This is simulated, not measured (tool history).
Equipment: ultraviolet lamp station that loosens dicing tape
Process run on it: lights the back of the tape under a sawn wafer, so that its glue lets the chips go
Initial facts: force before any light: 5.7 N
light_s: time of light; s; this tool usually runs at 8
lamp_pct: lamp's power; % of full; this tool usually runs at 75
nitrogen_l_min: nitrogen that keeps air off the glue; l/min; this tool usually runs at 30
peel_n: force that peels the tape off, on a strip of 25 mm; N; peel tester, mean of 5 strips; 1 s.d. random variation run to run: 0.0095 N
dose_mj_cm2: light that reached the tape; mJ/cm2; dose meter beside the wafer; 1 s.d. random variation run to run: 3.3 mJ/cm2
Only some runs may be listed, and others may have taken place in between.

Run 1, hour 0: usual settings. Result: peel_n 0.496 N, dose_mj_cm2 457 mJ/cm2.
Run 2, hour 36.3: usual settings but nitrogen_l_min 35 l/min. Result: peel_n 0.487 N, dose_mj_cm2 449 mJ/cm2.
Run 3, hour 70.4: usual settings but nitrogen_l_min 35 l/min. Result: peel_n 0.513 N, dose_mj_cm2 442 mJ/cm2.
Run 4, hour 110.8: usual settings but lamp_pct 81 % of full. Result: peel_n 0.462 N, dose_mj_cm2 472 mJ/cm2.
Run 5, hour 156.2: usual settings but lamp_pct 81 % of full. Result: peel_n 0.476 N, dose_mj_cm2 468 mJ/cm2.
Run 6, hour 200: usual settings. Result: peel_n 0.55 N, dose_mj_cm2 426 mJ/cm2.
Run 7, hour 222.4: usual settings. Result: peel_n 0.569 N, dose_mj_cm2 424 mJ/cm2.
Run 8, hour 273.7: usual settings. Result: peel_n 0.588 N, dose_mj_cm2 419 mJ/cm2.
Run 9, hour 319.6: usual settings but light_s 12 s. Result: peel_n 0.332 N, dose_mj_cm2 613 mJ/cm2.
Run 10, hour 340.7: usual settings but light_s 12 s. Result: peel_n 0.324 N, dose_mj_cm2 617 mJ/cm2.
Run 11, hour 368.3: usual settings but light_s 6 s. Result: peel_n 0.938 N, dose_mj_cm2 306 mJ/cm2.
Run 12, hour 393.2: usual settings but light_s 6 s. Result: peel_n 0.973 N, dose_mj_cm2 307 mJ/cm2.
Run 13, hour 414.3: usual settings but light_s 6 s. Result: peel_n 0.987 N, dose_mj_cm2 301 mJ/cm2.
Run 14, hour 439.8: usual settings but nitrogen_l_min 20 l/min. Result: peel_n 0.798 N, dose_mj_cm2 400 mJ/cm2.
Run 15, hour 478: usual settings but lamp_pct 88 % of full, nitrogen_l_min 14 l/min. Result: peel_n 0.784 N, dose_mj_cm2 463 mJ/cm2.
Run 16, hour 502.8: usual settings but light_s 6 s, lamp_pct 65 % of full, nitrogen_l_min 23 l/min. Result: peel_n 1.389 N, dose_mj_cm2 254 mJ/cm2.
Run 17, hour 552.3: usual settings but light_s 6 s. Result: peel_n 1.078 N, dose_mj_cm2 286 mJ/cm2.
Run 18, hour 578.2: usual settings but light_s 4 s, lamp_pct 80 % of full, nitrogen_l_min 32 l/min. Result: peel_n 1.634 N, dose_mj_cm2 206 mJ/cm2.
Run 19, hour 622.9: usual settings but lamp_pct 71 % of full, nitrogen_l_min 18 l/min. Result: peel_n 0.948 N, dose_mj_cm2 359 mJ/cm2.
Run 20, hour 672: usual settings but lamp_pct 71 % of full, nitrogen_l_min 18 l/min. Result: peel_n 1.051 N, dose_mj_cm2 354 mJ/cm2.
Run 21, hour 693.8: usual settings but light_s 5 s, lamp_pct 62 % of full, nitrogen_l_min 59 l/min. Result: peel_n 1.467 N, dose_mj_cm2 194 mJ/cm2.
Run 22, hour 729: usual settings but light_s 5 s, lamp_pct 62 % of full, nitrogen_l_min 59 l/min. Result: peel_n 1.475 N, dose_mj_cm2 188 mJ/cm2.
Run 23, hour 770: usual settings but light_s 5 s, lamp_pct 87 % of full, nitrogen_l_min 20 l/min. Result: peel_n 1.458 N, dose_mj_cm2 263 mJ/cm2.
Run 24, hour 807.6: usual settings but light_s 5 s, lamp_pct 61 % of full, nitrogen_l_min 34 l/min. Result: peel_n 1.788 N, dose_mj_cm2 178 mJ/cm2.
Run 25, hour 840.1: usual settings but light_s 6 s. Result: peel_n 1.179 N, dose_mj_cm2 263 mJ/cm2.
Run 26, hour 870.6: usual settings but light_s 4 s, lamp_pct 92 % of full, nitrogen_l_min 22 l/min. Result: peel_n 1.712 N, dose_mj_cm2 213 mJ/cm2.

Each row is a separate what-if for the run after 26, all from the same tool condition, not one after another. Results?
Run A, hour 921.2: usual settings but light_s 4 s, lamp_pct 87 % of full. Result: peel_n ?, dose_mj_cm2 ?.
Run B, hour 921.2: usual settings but light_s 4 s, lamp_pct 92 % of full, nitrogen_l_min 12 l/min. Result: peel_n ?, dose_mj_cm2 ?.
Run C, hour 921.2: usual settings but light_s 4 s, lamp_pct 99 % of full, nitrogen_l_min 19 l/min. Result: peel_n ?, dose_mj_cm2 ?.
Run D, hour 921.2: usual settings but light_s 5 s, nitrogen_l_min 13 l/min. Result: peel_n ?, dose_mj_cm2 ?.
Run E, hour 921.2: usual settings but lamp_pct 62 % of full. Result: peel_n ?, dose_mj_cm2 ?.

run  peel_n  dose_mj_cm2
  A   1.685          195
  B   2.241          209
  C   1.842          226
  D   2.075          214
  E   1.076          282
Without the tool's hidden state the same runs would have given:
run  peel_n  dose_mj_cm2
  A   0.937          306
  B   1.383          326
  C   1.035          351
  D   1.258          333
  E   0.536          440
